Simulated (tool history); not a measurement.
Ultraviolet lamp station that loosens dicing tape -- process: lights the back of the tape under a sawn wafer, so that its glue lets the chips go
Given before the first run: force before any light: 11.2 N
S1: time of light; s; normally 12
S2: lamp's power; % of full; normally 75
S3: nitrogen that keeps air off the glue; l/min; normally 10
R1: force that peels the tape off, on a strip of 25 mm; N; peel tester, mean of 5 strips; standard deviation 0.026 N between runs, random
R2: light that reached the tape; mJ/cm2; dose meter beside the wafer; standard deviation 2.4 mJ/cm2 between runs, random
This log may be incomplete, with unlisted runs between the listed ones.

{"run": 1, "day": 0.0, "S1": 12, "S2": 75, "S3": 10, "R1": 1.983, "R2": 209}
{"run": 2, "day": 0.383, "S1": 12, "S2": 75, "S3": 10, "R1": 2.001, "R2": 211}
{"run": 3, "day": 0.975, "S1": 12, "S2": 75, "S3": 10, "R1": 2.006, "R2": 207}
{"run": 4, "day": 1.279, "S1": 12, "S2": 75, "S3": 10, "R1": 2.026, "R2": 207}
{"run": 5, "day": 1.875, "S1": 12, "S2": 75, "S3": 10, "R1": 1.985, "R2": 204}
{"run": 6, "day": 2.429, "S1": 12, "S2": 75, "S3": 16, "R1": 1.526, "R2": 204}
{"run": 7, "day": 2.75, "S1": 12, "S2": 75, "S3": 16, "R1": 1.543, "R2": 201}
{"run": 8, "day": 3.046, "S1": 12, "S2": 75, "S3": 16, "R1": 1.535, "R2": 201}
{"run": 9, "day": 3.338, "S1": 12, "S2": 75, "S3": 4, "R1": 3.447, "R2": 202}
{"run": 10, "day": 3.829, "S1": 10, "S2": 75, "S3": 10, "R1": 2.8, "R2": 164}
{"run": 11, "day": 4.425, "S1": 10, "S2": 75, "S3": 10, "R1": 2.85, "R2": 166}
{"run": 12, "day": 4.908, "S1": 7, "S2": 75, "S3": 10, "R1": 4.222, "R2": 117}
{"run": 13, "day": 5.325, "S1": 7, "S2": 83, "S3": 10, "R1": 3.949, "R2": 125}
{"run": 14, "day": 5.767, "S1": 7, "S2": 83, "S3": 10, "R1": 3.914, "R2": 122}
{"run": 15, "day": 6.238, "S1": 7, "S2": 83, "S3": 10, "R1": 3.87, "R2": 122}
{"run": 16, "day": 6.817, "S1": 7, "S2": 86, "S3": 10, "R1": 3.785, "R2": 126}
{"run": 17, "day": 7.325, "S1": 7, "S2": 86, "S3": 10, "R1": 3.675, "R2": 127}
{"run": 18, "day": 7.85, "S1": 12, "S2": 75, "S3": 10, "R1": 2.234, "R2": 188}
{"run": 19, "day": 8.092, "S1": 12, "S2": 75, "S3": 10, "R1": 2.278, "R2": 187}
{"run": 20, "day": 8.625, "S1": 12, "S2": 88, "S3": 8, "R1": 2.122, "R2": 220}
{"run": 21, "day": 9.012, "S1": 13, "S2": 69, "S3": 16, "R1": 1.858, "R2": 185}
{"run": 22, "day": 9.462, "S1": 6, "S2": 95, "S3": 9, "R1": 4.357, "R2": 116}
{"run": 23, "day": 9.796, "S1": 9, "S2": 64, "S3": 4, "R1": 5.69, "R2": 117}
{"run": 24, "day": 10.088, "S1": 9, "S2": 80, "S3": 4, "R1": 4.769, "R2": 148}
{"run": 25, "day": 10.592, "S1": 12, "S2": 61, "S3": 10, "R1": 3.245, "R2": 141}
{"run": 26, "day": 10.883, "S1": 19, "S2": 70, "S3": 7, "R1": 1.634, "R2": 267}
{"run": 27, "day": 11.312, "S1": 13, "S2": 63, "S3": 10, "R1": 2.815, "R2": 164}
{"run": 28, "day": 11.558, "S1": 21, "S2": 61, "S3": 4, "R1": 2.593, "R2": 255}
{"run": 29, "day": 12.008, "S1": 21, "S2": 61, "S3": 4, "R1": 2.676, "R2": 249}
{"run": 30, "day": 12.592, "S1": 19, "S2": 78, "S3": 18, "R1": 0.692, "R2": 289}
{"run": 31, "day": 13.188, "S1": 21, "S2": 75, "S3": 7, "R1": 1.247, "R2": 305}
{"run": 32, "day": 13.533, "S1": 21, "S2": 75, "S3": 7, "R1": 1.311, "R2": 300}
{"run": 33, "day": 13.804, "S1": 8, "S2": 82, "S3": 6, "R1": 4.631, "R2": 128}
{"run": 34, "day": 14.25, "S1": 7, "S2": 75, "S3": 10, "R1": 4.633, "R2": 100}
{"run": 35, "day": 14.854, "S1": 13, "S2": 96, "S3": 18, "R1": 1.059, "R2": 238}

Results per run with the tool's hidden condition removed, run-to-run variation unchanged:
The tool's hidden condition here consists of: lamp's light, % of a new lamp's; light that the window lets through, % of a clean one's; drift of the gauge itself on peel_n, %; drift of the gauge itself on dose_mj_cm2, %.
run=1 R1=1.285 R2=266
run=2 R1=1.287 R2=269
run=3 R1=1.271 R2=267
run=4 R1=1.277 R2=268
run=5 R1=1.233 R2=266
run=6 R1=0.884 R2=267
run=7 R1=0.885 R2=266
run=8 R1=0.874 R2=267
run=9 R1=2.387 R2=268
run=10 R1=1.786 R2=220
run=11 R1=1.802 R2=223
run=12 R1=3.003 R2=158
run=13 R1=2.700 R2=171
run=14 R1=2.659 R2=169
run=15 R1=2.607 R2=170
run=16 R1=2.499 R2=177
run=17 R1=2.409 R2=178
run=18 R1=1.222 R2=266
run=19 R1=1.237 R2=266
run=20 R1=1.107 R2=315
run=21 R1=0.921 R2=266
run=22 R1=2.877 R2=168
run=23 R1=4.190 R2=170
run=24 R1=3.254 R2=215
run=25 R1=1.858 R2=211
run=26 R1=0.747 R2=394
run=27 R1=1.506 R2=243
run=28 R1=1.338 R2=380
run=29 R1=1.366 R2=376
run=30 R1=0.305 R2=438
run=31 R1=0.506 R2=465
run=32 R1=0.531 R2=461
run=33 R1=2.929 R2=196
run=34 R1=2.926 R2=156
run=35 R1=0.411 R2=372
